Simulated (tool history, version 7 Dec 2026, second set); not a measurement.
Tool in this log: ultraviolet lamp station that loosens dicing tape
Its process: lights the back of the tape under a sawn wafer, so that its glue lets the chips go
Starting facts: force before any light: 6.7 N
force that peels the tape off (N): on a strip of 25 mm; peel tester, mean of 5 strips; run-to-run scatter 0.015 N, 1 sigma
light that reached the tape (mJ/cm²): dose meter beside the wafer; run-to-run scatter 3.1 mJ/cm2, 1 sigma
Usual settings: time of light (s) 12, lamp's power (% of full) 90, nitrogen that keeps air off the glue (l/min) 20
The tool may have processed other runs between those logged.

run	day	time of light (s)	lamp's power (% of full)	nitrogen that keeps air off the glue (l/min)	force that peels the tape off (N)	light that reached the tape (mJ/cm²)
1	0.000	12	90	20	0.890	434
2	1.550	12	90	20	0.892	436
3	2.400	18	90	20	0.423	652
4	3.917	18	90	20	0.423	641
5	4.992	18	90	20	0.421	640
6	6.129	18	90	20	0.424	636
7	7.796	18	90	20	0.443	637
8	8.558	12	90	11	1.134	421
9	9.396	12	90	11	1.123	421
10	10.917	12	99	20	0.792	462
11	11.675	12	72	20	1.318	338
12	12.762	12	72	20	1.328	338
13	14.200	11	84	8	1.622	355
14	14.912	12	80	18	1.194	363
# day 15.096: window cleaned of glue's vapour
15	15.804	12	80	18	1.270	356
16	17.446	12	77	12	1.481	339
17	18.633	11	76	11	1.762	312
18	20.221	11	76	11	1.796	300
19	21.229	12	90	37	0.899	390
20	22.458	12	90	37	0.892	387
21	23.450	9	84	11	2.063	268
# day 24.754: window cleaned of glue's vapour, once more
22	25.200	11	81	9	1.578	351
23	26.946	15	65	7	1.524	382

What if the next run were any one of these 4? Each begins from the tool's condition after run 23:
A	28.654	22	65	31	?	?
B	28.654	15	91	7	?	?
C	28.654	13	63	20	?	?
D	28.654	10	65	26	?	?

run	force that peels the tape off (N)	light that reached the tape (mJ/cm²)
A	0.472	562
B	0.888	538
C	1.367	321
D	1.805	256
Without the tool's unlogged condition, the same runs would have read:
run	force that peels the tape off (N)	light that reached the tape (mJ/cm²)
A	0.383	636
B	0.714	608
C	1.133	364
D	1.536	289
